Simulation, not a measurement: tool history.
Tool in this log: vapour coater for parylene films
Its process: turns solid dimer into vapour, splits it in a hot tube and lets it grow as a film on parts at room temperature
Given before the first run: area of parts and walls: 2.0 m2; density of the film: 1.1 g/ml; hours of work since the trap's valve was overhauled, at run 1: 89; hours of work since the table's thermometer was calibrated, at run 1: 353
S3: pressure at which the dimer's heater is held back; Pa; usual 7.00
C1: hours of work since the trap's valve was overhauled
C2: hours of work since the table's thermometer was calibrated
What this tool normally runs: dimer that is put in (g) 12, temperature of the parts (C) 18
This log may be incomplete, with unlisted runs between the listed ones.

Run 1, hour 0.0: usual settings; C1 89; C2 353. Result: thickness of the film (um) 2.54.
Run 2, hour 20.4: usual settings but S3 11.21 Pa; C1 105; C2 368. Result: thickness of the film (um) 2.26.
Run 3, hour 40.0: usual settings but S3 11.21 Pa; C1 119; C2 383. Result: thickness of the film (um) 2.22.
Run 4, hour 52.6: usual settings; C1 129; C2 393. Result: thickness of the film (um) 2.51.
Run 5, hour 66.3: usual settings but S3 3.88 Pa; C1 140; C2 403. Result: thickness of the film (um) 2.87.
Run 6, hour 79.5: usual settings; C1 150; C2 413. Result: thickness of the film (um) 2.49.
Run 7, hour 94.8: usual settings but dimer that is put in (g) 8; C1 161; C2 425. Result: thickness of the film (um) 1.68.
Run 8, hour 116.1: usual settings but dimer that is put in (g) 8; C1 177; C2 441. Result: thickness of the film (um) 1.65.
Run 9, hour 128.9: usual settings but dimer that is put in (g) 8; C1 187; C2 451. Result: thickness of the film (um) 1.66.
Run 10, hour 140.6: usual settings but dimer that is put in (g) 8; C1 196; C2 460. Result: thickness of the film (um) 1.64.
Run 11, hour 161.5: usual settings but dimer that is put in (g) 8; C1 212; C2 475. Result: thickness of the film (um) 1.67.
Run 12, hour 175.1: usual settings but dimer that is put in (g) 8; C1 222; C2 486. Result: thickness of the film (um) 1.66.
Run 13, hour 186.9: usual settings but dimer that is put in (g) 8; C1 231; C2 495. Result: thickness of the film (um) 1.67.
At hour 195.5: trap's valve overhauled.
Run 14, hour 212.4: usual settings but dimer that is put in (g) 13; C1 13; C2 511. Result: thickness of the film (um) 2.77.
Run 15, hour 228.9: usual settings but dimer that is put in (g) 13; C1 25; C2 524. Result: thickness of the film (um) 2.72.
Run 16, hour 248.8: usual settings but dimer that is put in (g) 13; C1 41; C2 539. Result: thickness of the film (um) 2.71.
Run 17, hour 266.2: usual settings but S3 6.96 Pa; C1 54; C2 552. Result: thickness of the film (um) 2.49.
Run 18, hour 276.8: usual settings but S3 6.96 Pa; C1 62; C2 560. Result: thickness of the film (um) 2.54.
Run 19, hour 293.1: usual settings but S3 6.96 Pa; C1 74; C2 573. Result: thickness of the film (um) 2.48.
Run 20, hour 307.6: usual settings; C1 85; C2 584. Result: thickness of the film (um) 2.49.
Run 21, hour 320.0: usual settings but dimer that is put in (g) 10; C1 95; C2 593. Result: thickness of the film (um) 2.07.
Run 22, hour 331.1: usual settings but dimer that is put in (g) 10; C1 103; C2 602. Result: thickness of the film (um) 2.10.
Run 23, hour 350.5: usual settings; C1 118; C2 616. Result: thickness of the film (um) 2.50.
Run 24, hour 366.4: usual settings but temperature of the parts (C) 27; C1 130; C2 629. Result: thickness of the film (um) 1.81.
Run 25, hour 376.5: usual settings but dimer that is put in (g) 6, temperature of the parts (C) 14, S3 2.87 Pa; C1 138; C2 636. Result: thickness of the film (um) 1.79.
Run 26, hour 392.7: usual settings but dimer that is put in (g) 6, temperature of the parts (C) 22, S3 2.46 Pa; C1 150; C2 649. Result: thickness of the film (um) 1.35.
Run 27, hour 408.8: usual settings but dimer that is put in (g) 6, temperature of the parts (C) 22, S3 2.46 Pa; C1 162; C2 661. Result: thickness of the film (um) 1.39.
Run 28, hour 422.5: usual settings but dimer that is put in (g) 8, temperature of the parts (C) 22, S3 4.90 Pa; C1 173; C2 671. Result: thickness of the film (um) 1.56.
Run 29, hour 443.8: usual settings but dimer that is put in (g) 8, temperature of the parts (C) 22, S3 4.90 Pa; C1 189; C2 687. Result: thickness of the film (um) 1.54.
Run 30, hour 460.7: usual settings but dimer that is put in (g) 8, temperature of the parts (C) 22, S3 4.90 Pa; C1 202; C2 700. Result: thickness of the film (um) 1.51.
Run 31, hour 470.3: usual settings but temperature of the parts (C) 25, S3 2.77 Pa; C1 209; C2 708. Result: thickness of the film (um) 2.33.
Run 32, hour 486.0: usual settings but dimer that is put in (g) 11, temperature of the parts (C) 12; C1 221; C2 720. Result: thickness of the film (um) 2.86.
Run 33, hour 498.8: usual settings but dimer that is put in (g) 11, temperature of the parts (C) 12; C1 231; C2 729. Result: thickness of the film (um) 2.85.
At hour 508.8: trap's valve overhauled.
Run 34, hour 524.8: usual settings but dimer that is put in (g) 11, temperature of the parts (C) 12; C1 12; C2 746. Result: thickness of the film (um) 2.91.
Run 35, hour 544.8: usual settings but dimer that is put in (g) 13, S3 7.68 Pa; C1 27; C2 761. Result: thickness of the film (um) 2.63.
Run 36, hour 554.1: usual settings but temperature of the parts (C) 26; C1 34; C2 768. Result: thickness of the film (um) 1.82.
Run 37, hour 565.7: usual settings but temperature of the parts (C) 26; C1 43; C2 777. Result: thickness of the film (um) 1.87.
Run 38, hour 585.8: usual settings but temperature of the parts (C) 26; C1 59; C2 793. Result: thickness of the film (um) 1.82.
Run 39, hour 607.0: usual settings but temperature of the parts (C) 20, S3 2.05 Pa; C1 75; C2 809. Result: thickness of the film (um) 3.07.
Run 40, hour 628.1: usual settings but temperature of the parts (C) 20, S3 2.05 Pa; C1 91; C2 825. Result: thickness of the film (um) 3.04.
Run 41, hour 645.1: usual settings but temperature of the parts (C) 26, S3 2.05 Pa; C1 104; C2 838. Result: thickness of the film (um) 2.43.
Run 42, hour 664.5: usual settings but dimer that is put in (g) 6, temperature of the parts (C) 12, S3 3.83 Pa; C1 119; C2 852. Result: thickness of the film (um) 1.82.
Run 43, hour 684.1: usual settings but dimer that is put in (g) 9, temperature of the parts (C) 21, S3 2.69 Pa; C1 134; C2 867. Result: thickness of the film (um) 2.10.
Run 44, hour 702.1: usual settings but dimer that is put in (g) 14, temperature of the parts (C) 25, S3 2.69 Pa; C1 147; C2 881. Result: thickness of the film (um) 2.81.
Run 45, hour 715.1: usual settings but dimer that is put in (g) 14, temperature of the parts (C) 25, S3 2.69 Pa; C1 157; C2 891. Result: thickness of the film (um) 2.76.
Run 46, hour 729.1: usual settings but temperature of the parts (C) 19, S3 11.45 Pa; C1 168; C2 902. Result: thickness of the film (um) 2.10.

3 options for the next run, each taken on its own from the tool as it stands now. Forecast them:
Run A, hour 750.1: usual settings but dimer that is put in (g) 11, temperature of the parts (C) 10, S3 10.58 Pa; C1 184; C2 918. Result: thickness of the film (um) ?.
Run B, hour 750.1: usual settings but temperature of the parts (C) 17, S3 11.14 Pa; C1 184; C2 918. Result: thickness of the film (um) ?.
Run C, hour 750.1: usual settings but dimer that is put in (g) 15, temperature of the parts (C) 26, S3 2.14 Pa; C1 184; C2 918. Result: thickness of the film (um) ?.

run  thickness of the film (um)
  A                        2.83
  B                        2.29
  C                        3.04
Take away the tool's hidden state, keep each run's random variation, and the runs would have read:
run  thickness of the film (um)
  A                        2.85
  B                        2.30
  C                        3.06
